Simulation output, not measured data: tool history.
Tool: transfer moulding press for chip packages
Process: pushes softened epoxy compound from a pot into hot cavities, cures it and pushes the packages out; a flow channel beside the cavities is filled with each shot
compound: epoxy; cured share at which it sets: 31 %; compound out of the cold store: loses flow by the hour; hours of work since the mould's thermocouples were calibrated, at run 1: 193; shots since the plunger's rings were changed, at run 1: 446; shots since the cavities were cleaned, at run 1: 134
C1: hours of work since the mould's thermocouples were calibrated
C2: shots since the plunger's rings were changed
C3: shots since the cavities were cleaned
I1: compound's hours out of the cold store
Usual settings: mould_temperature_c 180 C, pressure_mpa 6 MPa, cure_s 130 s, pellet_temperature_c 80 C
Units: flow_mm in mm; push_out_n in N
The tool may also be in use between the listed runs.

{"run": 1, "day": 0.0, "mould_temperature_c": 180, "pressure_mpa": 6, "cure_s": 130, "pellet_temperature_c": 80, "C1": 193, "C2": 446, "C3": 134, "I1": 15.9, "flow_mm": 1009, "push_out_n": 420}
{"run": 2, "day": 0.308, "mould_temperature_c": 180, "pressure_mpa": 6, "cure_s": 130, "pellet_temperature_c": 80, "C1": 198, "C2": 512, "C3": 200, "I1": 18.1, "flow_mm": 995, "push_out_n": 427}
{"run": 3, "day": 0.792, "mould_temperature_c": 180, "pressure_mpa": 6, "cure_s": 130, "pellet_temperature_c": 80, "C1": 205, "C2": 615, "C3": 303, "I1": 47, "flow_mm": 887, "push_out_n": 432}
{"run": 4, "day": 1.154, "mould_temperature_c": 180, "pressure_mpa": 6, "cure_s": 130, "pellet_temperature_c": 80, "C1": 210, "C2": 692, "C3": 380, "I1": 45.7, "flow_mm": 894, "push_out_n": 476}
{"day": 1.517, "done": "cavities cleaned with cleaning compound and waxed"}
{"run": 5, "day": 1.525, "mould_temperature_c": 180, "pressure_mpa": 6, "cure_s": 130, "pellet_temperature_c": 80, "C1": 214, "C2": 759, "C3": 2, "I1": 21.6, "flow_mm": 979, "push_out_n": 330}
{"run": 6, "day": 1.725, "mould_temperature_c": 180, "pressure_mpa": 6, "cure_s": 130, "pellet_temperature_c": 80, "C1": 217, "C2": 802, "C3": 45, "I1": 36.4, "flow_mm": 919, "push_out_n": 350}
{"run": 7, "day": 2.212, "mould_temperature_c": 180, "pressure_mpa": 6, "cure_s": 130, "pellet_temperature_c": 80, "C1": 224, "C2": 907, "C3": 150, "I1": 43, "flow_mm": 900, "push_out_n": 402}
{"run": 8, "day": 2.642, "mould_temperature_c": 180, "pressure_mpa": 6.91, "cure_s": 130, "pellet_temperature_c": 80, "C1": 230, "C2": 998, "C3": 241, "I1": 28.5, "flow_mm": 1020, "push_out_n": 448}
{"run": 9, "day": 3.112, "mould_temperature_c": 180, "pressure_mpa": 6.91, "cure_s": 130, "pellet_temperature_c": 80, "C1": 237, "C2": 1099, "C3": 342, "I1": 30.9, "flow_mm": 1008, "push_out_n": 480}
{"run": 10, "day": 3.388, "mould_temperature_c": 180, "pressure_mpa": 6.91, "cure_s": 130, "pellet_temperature_c": 80, "C1": 241, "C2": 1158, "C3": 401, "I1": 16.5, "flow_mm": 1068, "push_out_n": 489}
{"day": 3.667, "done": "cavities cleaned with cleaning compound and waxed"}
{"run": 11, "day": 3.8, "mould_temperature_c": 180, "pressure_mpa": 6, "cure_s": 130, "pellet_temperature_c": 80, "C1": 246, "C2": 1233, "C3": 29, "I1": 20.8, "flow_mm": 979, "push_out_n": 363}
{"run": 12, "day": 4.254, "mould_temperature_c": 180, "pressure_mpa": 6, "cure_s": 130, "pellet_temperature_c": 80, "C1": 252, "C2": 1331, "C3": 127, "I1": 29.6, "flow_mm": 942, "push_out_n": 408}
{"run": 13, "day": 4.462, "mould_temperature_c": 180, "pressure_mpa": 6, "cure_s": 130, "pellet_temperature_c": 80, "C1": 255, "C2": 1375, "C3": 171, "I1": 36.2, "flow_mm": 915, "push_out_n": 415}
{"run": 14, "day": 4.771, "mould_temperature_c": 180, "pressure_mpa": 6, "cure_s": 130, "pellet_temperature_c": 80, "C1": 259, "C2": 1441, "C3": 237, "I1": 34.5, "flow_mm": 924, "push_out_n": 427}
{"run": 15, "day": 5.075, "mould_temperature_c": 173, "pressure_mpa": 6.46, "cure_s": 130, "pellet_temperature_c": 87, "C1": 264, "C2": 1506, "C3": 302, "I1": 40.3, "flow_mm": 953, "push_out_n": 652}
{"run": 16, "day": 5.479, "mould_temperature_c": 180, "pressure_mpa": 4.87, "cure_s": 114, "pellet_temperature_c": 80, "C1": 269, "C2": 1593, "C3": 389, "I1": 24, "flow_mm": 864, "push_out_n": 621}
{"day": 5.804, "done": "cavities cleaned with cleaning compound and waxed"}
{"run": 17, "day": 5.858, "mould_temperature_c": 180, "pressure_mpa": 4.87, "cure_s": 114, "pellet_temperature_c": 80, "C1": 274, "C2": 1661, "C3": 12, "I1": 19.6, "flow_mm": 879, "push_out_n": 455}
{"run": 18, "day": 6.279, "mould_temperature_c": 180, "pressure_mpa": 4.87, "cure_s": 114, "pellet_temperature_c": 80, "C1": 280, "C2": 1751, "C3": 102, "I1": 11.7, "flow_mm": 905, "push_out_n": 515}
{"run": 19, "day": 6.729, "mould_temperature_c": 184, "pressure_mpa": 7.27, "cure_s": 130, "pellet_temperature_c": 80, "C1": 286, "C2": 1847, "C3": 198, "I1": 44.4, "flow_mm": 962, "push_out_n": 371}
{"run": 20, "day": 7.15, "mould_temperature_c": 180, "pressure_mpa": 4.99, "cure_s": 130, "pellet_temperature_c": 80, "C1": 292, "C2": 1938, "C3": 289, "I1": 19.1, "flow_mm": 890, "push_out_n": 470}
{"run": 21, "day": 7.512, "mould_temperature_c": 180, "pressure_mpa": 5.19, "cure_s": 118, "pellet_temperature_c": 80, "C1": 297, "C2": 2015, "C3": 366, "I1": 32.6, "flow_mm": 860, "push_out_n": 559}
{"run": 22, "day": 7.875, "mould_temperature_c": 178, "pressure_mpa": 5.63, "cure_s": 146, "pellet_temperature_c": 72, "C1": 302, "C2": 2093, "C3": 444, "I1": 11.8, "flow_mm": 979, "push_out_n": 474}
{"day": 7.967, "done": "cavities cleaned with cleaning compound and waxed"}
{"run": 23, "day": 8.396, "mould_temperature_c": 180, "pressure_mpa": 6.74, "cure_s": 143, "pellet_temperature_c": 80, "C1": 309, "C2": 2191, "C3": 92, "I1": 46.8, "flow_mm": 925, "push_out_n": 341}
{"run": 24, "day": 8.838, "mould_temperature_c": 180, "pressure_mpa": 6.74, "cure_s": 111, "pellet_temperature_c": 80, "C1": 315, "C2": 2286, "C3": 187, "I1": 33, "flow_mm": 978, "push_out_n": 583}
{"run": 25, "day": 9.246, "mould_temperature_c": 180, "pressure_mpa": 5.02, "cure_s": 128, "pellet_temperature_c": 80, "C1": 321, "C2": 2373, "C3": 274, "I1": 32.8, "flow_mm": 841, "push_out_n": 457}
{"run": 26, "day": 9.667, "mould_temperature_c": 178, "pressure_mpa": 5.04, "cure_s": 133, "pellet_temperature_c": 80, "C1": 327, "C2": 2463, "C3": 364, "I1": 13.7, "flow_mm": 913, "push_out_n": 500}
{"run": 27, "day": 10.021, "mould_temperature_c": 178, "pressure_mpa": 5.04, "cure_s": 133, "pellet_temperature_c": 80, "C1": 332, "C2": 2539, "C3": 440, "I1": 43.2, "flow_mm": 812, "push_out_n": 493}
{"day": 10.121, "done": "cavities cleaned with cleaning compound and waxed"}
{"run": 28, "day": 10.338, "mould_temperature_c": 178, "pressure_mpa": 5.04, "cure_s": 133, "pellet_temperature_c": 80, "C1": 336, "C2": 2594, "C3": 47, "I1": 14.7, "flow_mm": 912, "push_out_n": 420}

5 ways to go on from here, each from the tool as it stands after run 28. What would each give?
{"run": "A", "day": 10.688, "mould_temperature_c": 181, "pressure_mpa": 6, "cure_s": 130, "pellet_temperature_c": 80, "C1": 341, "C2": 2669, "C3": 122, "I1": 41.6, "flow_mm": "?", "push_out_n": "?"}
{"run": "B", "day": 10.688, "mould_temperature_c": 178, "pressure_mpa": 5.72, "cure_s": 126, "pellet_temperature_c": 89, "C1": 341, "C2": 2669, "C3": 122, "I1": 36, "flow_mm": "?", "push_out_n": "?"}
{"run": "C", "day": 10.688, "mould_temperature_c": 181, "pressure_mpa": 6.91, "cure_s": 133, "pellet_temperature_c": 83, "C1": 341, "C2": 2669, "C3": 122, "I1": 28.9, "flow_mm": "?", "push_out_n": "?"}
{"run": "D", "day": 10.688, "mould_temperature_c": 177, "pressure_mpa": 5.04, "cure_s": 133, "pellet_temperature_c": 79, "C1": 341, "C2": 2669, "C3": 122, "I1": 33.8, "flow_mm": "?", "push_out_n": "?"}
{"run": "E", "day": 10.688, "mould_temperature_c": 176, "pressure_mpa": 6, "cure_s": 111, "pellet_temperature_c": 80, "C1": 341, "C2": 2669, "C3": 122, "I1": 34.7, "flow_mm": "?", "push_out_n": "?"}

run=A flow_mm=881 push_out_n=378
run=B flow_mm=890 push_out_n=443
run=C flow_mm=999 push_out_n=377
run=D flow_mm=846 push_out_n=435
run=E flow_mm=920 push_out_n=693
Without the tool's hidden state the same runs would have given:
run=A flow_mm=907 push_out_n=322
run=B flow_mm=916 push_out_n=382
run=C flow_mm=1028 push_out_n=321
run=D flow_mm=871 push_out_n=373
run=E flow_mm=947 push_out_n=599

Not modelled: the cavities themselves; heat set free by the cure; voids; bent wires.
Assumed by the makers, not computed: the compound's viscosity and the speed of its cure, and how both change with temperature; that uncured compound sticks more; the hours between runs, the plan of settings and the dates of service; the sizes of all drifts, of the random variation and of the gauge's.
